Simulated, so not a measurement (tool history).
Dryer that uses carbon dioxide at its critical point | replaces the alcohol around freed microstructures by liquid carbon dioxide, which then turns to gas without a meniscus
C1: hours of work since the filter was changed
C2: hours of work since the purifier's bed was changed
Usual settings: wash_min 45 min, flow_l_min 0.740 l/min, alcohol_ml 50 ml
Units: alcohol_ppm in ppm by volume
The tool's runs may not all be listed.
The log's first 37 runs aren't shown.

Run 38, hour 823.5: usual settings but wash_min 65 min, alcohol_ml 46 ml; C1 100; C2 476. Result: alcohol_ppm 112 ppm by volume.
Run 39, hour 840.7: usual settings but wash_min 46 min, flow_l_min 0.778 l/min, alcohol_ml 102 ml; C1 110; C2 486. Result: alcohol_ppm 155 ppm by volume.
Run 40, hour 856.6: usual settings but wash_min 29 min, flow_l_min 0.968 l/min, alcohol_ml 23 ml; C1 119; C2 495. Result: alcohol_ppm 164 ppm by volume.
Run 41, hour 869.5: usual settings but wash_min 40 min, flow_l_min 0.968 l/min, alcohol_ml 32 ml; C1 126; C2 503. Result: alcohol_ppm 127 ppm by volume.
Run 42, hour 895.8: usual settings but flow_l_min 0.585 l/min; C1 141; C2 518. Result: alcohol_ppm 261 ppm by volume.
Run 43, hour 917.1: usual settings but flow_l_min 0.471 l/min, alcohol_ml 111 ml; C1 154; C2 530. Result: alcohol_ppm 853 ppm by volume.
Run 44, hour 935.9: usual settings but wash_min 52 min, flow_l_min 0.463 l/min; C1 165; C2 541. Result: alcohol_ppm 326 ppm by volume.
Run 45, hour 951.7: usual settings but flow_l_min 0.686 l/min, alcohol_ml 40 ml; C1 174; C2 550. Result: alcohol_ppm 177 ppm by volume.
Run 46, hour 978.9: usual settings but flow_l_min 0.686 l/min, alcohol_ml 40 ml; C1 190; C2 566. Result: alcohol_ppm 178 ppm by volume.
Run 47, hour 995.1: usual settings but wash_min 39 min, flow_l_min 0.489 l/min, alcohol_ml 51 ml; C1 199; C2 575. Result: alcohol_ppm 642 ppm by volume.

3 ways to go on from here, each from the tool as it stands after run 47. What would each give?
Run A, hour 1015.7: usual settings but wash_min 47 min, flow_l_min 0.550 l/min, alcohol_ml 51 ml; C1 211; C2 587. Result: alcohol_ppm ?.
Run B, hour 1015.7: usual settings but wash_min 49 min, flow_l_min 0.536 l/min, alcohol_ml 71 ml; C1 211; C2 587. Result: alcohol_ppm ?.
Run C, hour 1015.7: usual settings but wash_min 50 min, flow_l_min 0.489 l/min, alcohol_ml 51 ml; C1 211; C2 587. Result: alcohol_ppm ?.

run  alcohol_ppm
  A          299
  B          364
  C          350
Without the tool's hidden state the same runs would have given:
run  alcohol_ppm
  A          113
  B          160
  C          155

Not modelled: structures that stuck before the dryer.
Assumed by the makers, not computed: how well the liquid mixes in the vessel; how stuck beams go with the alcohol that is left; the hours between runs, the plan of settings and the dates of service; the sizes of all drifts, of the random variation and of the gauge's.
